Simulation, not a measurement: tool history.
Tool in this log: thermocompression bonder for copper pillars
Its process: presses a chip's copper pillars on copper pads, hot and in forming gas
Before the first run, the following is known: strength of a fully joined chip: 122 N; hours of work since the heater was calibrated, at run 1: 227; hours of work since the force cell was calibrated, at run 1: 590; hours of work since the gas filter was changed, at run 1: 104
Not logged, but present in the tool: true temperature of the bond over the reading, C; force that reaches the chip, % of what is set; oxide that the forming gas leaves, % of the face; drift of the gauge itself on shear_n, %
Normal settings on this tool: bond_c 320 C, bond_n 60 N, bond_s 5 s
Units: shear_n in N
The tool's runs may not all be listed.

run	hour	bond_c	bond_n	bond_s	hours of work since the heater was calibrated	hours of work since the force cell was calibrated	hours of work since the gas filter was changed	shear_n
1	0.0	320	60	5	227	590	104	68.2
2	24.9	320	60	3	242	604	118	57.3
3	57.7	320	60	3	262	624	138	57.2
# hour 81.8: forming gas filter changed
4	91.5	320	60	3	281	644	6	63.3
5	120.0	320	60	5	298	661	23	73.9
6	153.6	320	60	5	318	681	43	73.0
7	177.7	292	60	9	333	695	57	67.3
8	194.3	319	40	15	343	705	67	70.1
9	226.0	319	40	15	362	724	86	69.6
10	261.4	340	82	15	383	745	107	107.9
11	288.9	305	53	5	399	761	123	54.0

Predict each of these 3 candidate next runs independently; none follows another, all start after run 11:
A	326.8	320	60	4	422	784	146	?
B	326.8	320	69	5	422	784	146	?
C	326.8	320	84	5	422	784	146	?

run	shear_n
A	63.3
B	74.6
C	85.9
Take away the tool's hidden state, keep each run's random variation, and the runs would have read:
run	shear_n
A	65.5
B	78.0
C	90.8
